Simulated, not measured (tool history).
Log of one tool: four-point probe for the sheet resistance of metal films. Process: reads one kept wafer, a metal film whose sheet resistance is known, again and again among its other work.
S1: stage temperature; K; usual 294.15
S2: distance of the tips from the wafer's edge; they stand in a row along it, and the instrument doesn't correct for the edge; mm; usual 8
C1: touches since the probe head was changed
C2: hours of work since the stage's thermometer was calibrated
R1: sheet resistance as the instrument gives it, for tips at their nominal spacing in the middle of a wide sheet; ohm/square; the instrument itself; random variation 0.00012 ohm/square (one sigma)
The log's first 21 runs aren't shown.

run 22 hour=880.8 | S1=293.15 S2=3 | C1=43754 C2=200 | R1=0.607569
run 23 hour=939.3 | S1=293.15 S2=21 | C1=45126 C2=235 | R1=0.598826
run 24 hour=972.4 | S1=293.15 S2=21 | C1=45902 C2=254 | R1=0.598712
run 25 hour=1016.6 | S1=304.15 S2=21 | C1=46938 C2=280 | R1=0.595208
run 26 hour=1069.7 | S1=303.15 S2=5 | C1=48184 C2=312 | R1=0.598415
run 27 hour=1098.0 | S1=303.15 S2=7 | C1=48847 C2=329 | R1=0.597083
run 28 hour=1144.0 | S1=303.15 S2=7 | C1=49925 C2=356 | R1=0.597017
run 29 hour=1201.0 | S1=303.15 S2=7 | C1=51262 C2=389 | R1=0.596920
run 30 hour=1247.9 | S1=303.15 S2=7 | C1=52363 C2=417 | R1=0.596870
run 31 hour=1293.7 | S1=303.15 S2=7 | C1=53437 C2=444 | R1=0.596843
run 32 hour=1340.1 | S1=291.15 S2=6 | C1=54524 C2=472 | R1=0.601122
run 33 hour=1395.2 | S1=303.15 S2=3 | C1=55815 C2=504 | R1=0.603824
run 34 hour=1421.6 | S1=298.15 S2=7 | C1=56434 C2=520 | R1=0.598293
run 35 hour=1464.5 | S1=298.15 S2=7 | C1=57440 C2=545 | R1=0.598292
run 36 hour=1497.2 | S1=302.15 S2=35 | C1=58208 C2=565 | R1=0.595364

4 ways to go on from here, each from the tool as it stands after run 36. What would each give?
run A hour=1524.1 | S1=294.15 S2=33 | C1=58837 C2=581 | R1=?
run B hour=1524.1 | S1=306.15 S2=31 | C1=58837 C2=581 | R1=?
run C hour=1524.1 | S1=302.15 S2=19 | C1=58837 C2=581 | R1=?
run D hour=1524.1 | S1=306.15 S2=7 | C1=58837 C2=581 | R1=?

run=A R1=0.597971
run=B R1=0.594178
run=C R1=0.595342
run=D R1=0.595599
Without the tool's hidden state the same runs would have given:
run=A R1=0.597689
run=B R1=0.593892
run=C R1=0.595057
run=D R1=0.595313

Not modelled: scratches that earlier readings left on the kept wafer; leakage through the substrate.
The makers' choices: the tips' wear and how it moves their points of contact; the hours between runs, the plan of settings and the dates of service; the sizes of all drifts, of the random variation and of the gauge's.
